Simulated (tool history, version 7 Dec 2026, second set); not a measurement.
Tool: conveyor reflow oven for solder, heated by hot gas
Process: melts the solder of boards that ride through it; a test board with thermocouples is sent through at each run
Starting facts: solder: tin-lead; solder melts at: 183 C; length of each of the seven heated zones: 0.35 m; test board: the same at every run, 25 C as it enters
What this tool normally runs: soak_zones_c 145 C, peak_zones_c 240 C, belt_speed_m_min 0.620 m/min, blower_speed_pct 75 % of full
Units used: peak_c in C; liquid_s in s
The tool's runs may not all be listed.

Run 1, hour 0.0: usual settings. Result: peak_c 221.7 C, liquid_s 55.8 s.
Run 2, hour 7.9: usual settings. Result: peak_c 221.0 C, liquid_s 55.6 s.
Run 3, hour 14.8: usual settings but belt_speed_m_min 0.725 m/min. Result: peak_c 215.3 C, liquid_s 42.9 s.
Run 4, hour 20.8: usual settings but belt_speed_m_min 0.515 m/min. Result: peak_c 226.7 C, liquid_s 70.9 s.
Run 5, hour 30.8: usual settings but belt_speed_m_min 0.511 m/min. Result: peak_c 226.6 C, liquid_s 71.8 s.
Run 6, hour 36.7: usual settings but belt_speed_m_min 0.646 m/min. Result: peak_c 219.4 C, liquid_s 51.9 s.
Run 7, hour 45.1: usual settings but blower_speed_pct 73 % of full. Result: peak_c 220.5 C, liquid_s 54.8 s.
Run 8, hour 50.7: usual settings. Result: peak_c 220.6 C, liquid_s 55.0 s.
Run 9, hour 58.7: usual settings. Result: peak_c 220.6 C, liquid_s 55.1 s.
Run 10, hour 70.0: usual settings but belt_speed_m_min 0.616 m/min. Result: peak_c 221.6 C, liquid_s 55.6 s.
Run 11, hour 78.4: usual settings but belt_speed_m_min 0.616 m/min. Result: peak_c 221.5 C, liquid_s 55.6 s.
Run 12, hour 93.8: usual settings. Result: peak_c 220.8 C, liquid_s 54.8 s.
Run 13, hour 102.2: usual settings. Result: peak_c 221.1 C, liquid_s 55.1 s.
Run 14, hour 107.1: usual settings but peak_zones_c 252 C. Result: peak_c 231.0 C, liquid_s 60.5 s.
Run 15, hour 117.4: usual settings but peak_zones_c 252 C. Result: peak_c 231.9 C, liquid_s 60.9 s.
Run 16, hour 126.2: usual settings but soak_zones_c 156 C, peak_zones_c 252 C, belt_speed_m_min 0.726 m/min, blower_speed_pct 76 % of full. Result: peak_c 228.2 C, liquid_s 53.4 s.
Run 17, hour 136.5: usual settings but soak_zones_c 144 C, peak_zones_c 253 C, belt_speed_m_min 0.692 m/min, blower_speed_pct 76 % of full. Result: peak_c 228.1 C, liquid_s 52.5 s.
Run 18, hour 146.1: usual settings but soak_zones_c 144 C, peak_zones_c 253 C, belt_speed_m_min 0.692 m/min, blower_speed_pct 76 % of full. Result: peak_c 227.3 C, liquid_s 53.2 s.
Run 19, hour 153.6: usual settings but soak_zones_c 159 C, peak_zones_c 251 C, belt_speed_m_min 0.509 m/min, blower_speed_pct 64 % of full. Result: peak_c 237.9 C, liquid_s 83.1 s.
Run 20, hour 160.8: usual settings but soak_zones_c 132 C, peak_zones_c 232 C, belt_speed_m_min 0.557 m/min, blower_speed_pct 55 % of full. Result: peak_c 211.8 C, liquid_s 49.2 s.
Run 21, hour 169.5: usual settings but soak_zones_c 132 C, peak_zones_c 232 C, belt_speed_m_min 0.557 m/min, blower_speed_pct 55 % of full. Result: peak_c 211.3 C, liquid_s 49.0 s.
Run 22, hour 174.9: usual settings but soak_zones_c 132 C, peak_zones_c 229 C, belt_speed_m_min 0.557 m/min, blower_speed_pct 61 % of full. Result: peak_c 210.3 C, liquid_s 48.0 s.
Run 23, hour 185.2: usual settings but soak_zones_c 146 C. Result: peak_c 221.6 C, liquid_s 55.5 s.
Run 24, hour 191.4: usual settings but soak_zones_c 146 C, peak_zones_c 232 C, blower_speed_pct 64 % of full. Result: peak_c 212.6 C, liquid_s 49.4 s.
Run 25, hour 196.8: usual settings but soak_zones_c 149 C, belt_speed_m_min 0.573 m/min. Result: peak_c 224.1 C, liquid_s 64.0 s.
Run 26, hour 206.9: usual settings but soak_zones_c 149 C, belt_speed_m_min 0.573 m/min. Result: peak_c 224.2 C, liquid_s 63.6 s.
Run 27, hour 216.6: usual settings but soak_zones_c 135 C, blower_speed_pct 79 % of full. Result: peak_c 219.4 C, liquid_s 51.1 s.
Run 28, hour 224.2: usual settings but soak_zones_c 143 C, belt_speed_m_min 0.509 m/min, blower_speed_pct 53 % of full. Result: peak_c 223.6 C, liquid_s 67.6 s.
Run 29, hour 230.8: usual settings but soak_zones_c 159 C, belt_speed_m_min 0.722 m/min, blower_speed_pct 53 % of full. Result: peak_c 214.6 C, liquid_s 46.5 s.
Run 30, hour 237.3: usual settings but belt_speed_m_min 0.577 m/min, blower_speed_pct 71 % of full. Result: peak_c 222.6 C, liquid_s 61.0 s.

Not shown here: 1 entry made in the log between runs. Locate each between two listed runs and compare the hidden state at the listed run before it with the hidden state at the listed run after it:
Between runs 11 and 12: flux residue cleaned out of gas plates and filters (hour 87.1)
  heat that the gas passes to the board, % of a clean oven's: 99.4 -> 100
